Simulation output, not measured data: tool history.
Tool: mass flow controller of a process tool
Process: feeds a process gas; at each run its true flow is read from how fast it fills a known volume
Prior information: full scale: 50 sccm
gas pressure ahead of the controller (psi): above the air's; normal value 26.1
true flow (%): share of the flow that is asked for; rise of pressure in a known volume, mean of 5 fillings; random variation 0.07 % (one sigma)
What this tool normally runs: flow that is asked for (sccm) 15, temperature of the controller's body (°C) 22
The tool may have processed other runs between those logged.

run,day,flow that is asked for (sccm),gas pressure ahead of the controller (psi),temperature of the controller's body (°C),true flow (%)
1,0,15,26.1,22,99.1
2,4.492,15,26.1,22,99.12
3,7.604,15,26.1,22,99.14
4,10.888,15,26.1,22,99.22
5,13.192,15,30.7,22,99.02
6,16.117,15,30.7,22,99
7,19.612,19,23.9,21,99.43
8,23.167,17,23.9,21,99.38
9,26.771,19,35.4,22,98.79
10,31.829,40,23.1,25,99.98
11,34.138,20,32.5,25,98.74

Alternative continuations, all from the tool just after run 11; predict every row:
A,36.462,30,32.5,25,?
B,36.462,40,26.4,32,?
C,36.462,35,26.1,23,?

run,true flow (%)
A,98.87
B,99.11
C,99.82
With the hidden condition removed and each run's random variation left untouched, the same runs would have given:
run,true flow (%)
A,98.31
B,98.71
C,99.36
